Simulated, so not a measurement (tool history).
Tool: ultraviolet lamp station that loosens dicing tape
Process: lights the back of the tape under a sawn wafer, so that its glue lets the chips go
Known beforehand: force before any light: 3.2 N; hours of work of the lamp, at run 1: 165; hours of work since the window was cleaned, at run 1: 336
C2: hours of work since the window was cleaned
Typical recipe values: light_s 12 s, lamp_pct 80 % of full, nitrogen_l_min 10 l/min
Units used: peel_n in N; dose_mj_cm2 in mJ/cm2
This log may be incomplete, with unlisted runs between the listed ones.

{"run": 1, "hour": 0.0, "light_s": 12, "lamp_pct": 80, "nitrogen_l_min": 10, "hours of work of the lamp": 165, "C2": 336, "peel_n": 0.407, "dose_mj_cm2": 472}
{"run": 2, "hour": 6.7, "light_s": 12, "lamp_pct": 80, "nitrogen_l_min": 10, "hours of work of the lamp": 169, "C2": 339, "peel_n": 0.408, "dose_mj_cm2": 464}
{"run": 3, "hour": 14.3, "light_s": 12, "lamp_pct": 80, "nitrogen_l_min": 10, "hours of work of the lamp": 173, "C2": 343, "peel_n": 0.419, "dose_mj_cm2": 467}
{"run": 4, "hour": 23.2, "light_s": 12, "lamp_pct": 74, "nitrogen_l_min": 10, "hours of work of the lamp": 177, "C2": 348, "peel_n": 0.462, "dose_mj_cm2": 436}
{"run": 5, "hour": 31.3, "light_s": 12, "lamp_pct": 74, "nitrogen_l_min": 10, "hours of work of the lamp": 182, "C2": 352, "peel_n": 0.463, "dose_mj_cm2": 436}
{"run": 6, "hour": 37.3, "light_s": 12, "lamp_pct": 74, "nitrogen_l_min": 10, "hours of work of the lamp": 185, "C2": 355, "peel_n": 0.471, "dose_mj_cm2": 433}
{"run": 7, "hour": 46.5, "light_s": 12, "lamp_pct": 74, "nitrogen_l_min": 10, "hours of work of the lamp": 190, "C2": 360, "peel_n": 0.472, "dose_mj_cm2": 434}
{"run": 8, "hour": 51.9, "light_s": 19, "lamp_pct": 74, "nitrogen_l_min": 10, "hours of work of the lamp": 193, "C2": 363, "peel_n": 0.236, "dose_mj_cm2": 697}
{"run": 9, "hour": 56.4, "light_s": 12, "lamp_pct": 90, "nitrogen_l_min": 4, "hours of work of the lamp": 195, "C2": 365, "peel_n": 0.599, "dose_mj_cm2": 527}
{"run": 10, "hour": 63.0, "light_s": 12, "lamp_pct": 90, "nitrogen_l_min": 4, "hours of work of the lamp": 198, "C2": 369, "peel_n": 0.599, "dose_mj_cm2": 531}
{"run": 11, "hour": 70.2, "light_s": 9, "lamp_pct": 70, "nitrogen_l_min": 12, "hours of work of the lamp": 202, "C2": 372, "peel_n": 0.694, "dose_mj_cm2": 315}
{"run": 12, "hour": 79.3, "light_s": 7, "lamp_pct": 100, "nitrogen_l_min": 10, "hours of work of the lamp": 207, "C2": 377, "peel_n": 0.652, "dose_mj_cm2": 340}
{"run": 13, "hour": 85.3, "light_s": 12, "lamp_pct": 65, "nitrogen_l_min": 12, "hours of work of the lamp": 210, "C2": 380, "peel_n": 0.51, "dose_mj_cm2": 382}
{"run": 14, "hour": 94.7, "light_s": 12, "lamp_pct": 88, "nitrogen_l_min": 10, "hours of work of the lamp": 215, "C2": 385, "peel_n": 0.353, "dose_mj_cm2": 518}

What if the next run were any one of these 4? Each begins from the tool's condition after run 14:
{"run": "A", "hour": 103.2, "light_s": 12, "lamp_pct": 71, "nitrogen_l_min": 11, "hours of work of the lamp": 220, "C2": 390, "peel_n": "?", "dose_mj_cm2": "?"}
{"run": "B", "hour": 103.2, "light_s": 14, "lamp_pct": 96, "nitrogen_l_min": 6, "hours of work of the lamp": 220, "C2": 390, "peel_n": "?", "dose_mj_cm2": "?"}
{"run": "C", "hour": 103.2, "light_s": 8, "lamp_pct": 98, "nitrogen_l_min": 11, "hours of work of the lamp": 220, "C2": 390, "peel_n": "?", "dose_mj_cm2": "?"}
{"run": "D", "hour": 103.2, "light_s": 19, "lamp_pct": 80, "nitrogen_l_min": 9, "hours of work of the lamp": 220, "C2": 390, "peel_n": "?", "dose_mj_cm2": "?"}

run=A peel_n=0.454 dose_mj_cm2=416
run=B peel_n=0.339 dose_mj_cm2=660
run=C peel_n=0.531 dose_mj_cm2=386
run=D peel_n=0.241 dose_mj_cm2=745
Take away the tool's hidden state, keep each run's random variation, and the runs would have read:
run=A peel_n=0.454 dose_mj_cm2=416
run=B peel_n=0.339 dose_mj_cm2=660
run=C peel_n=0.530 dose_mj_cm2=386
run=D peel_n=0.241 dose_mj_cm2=746

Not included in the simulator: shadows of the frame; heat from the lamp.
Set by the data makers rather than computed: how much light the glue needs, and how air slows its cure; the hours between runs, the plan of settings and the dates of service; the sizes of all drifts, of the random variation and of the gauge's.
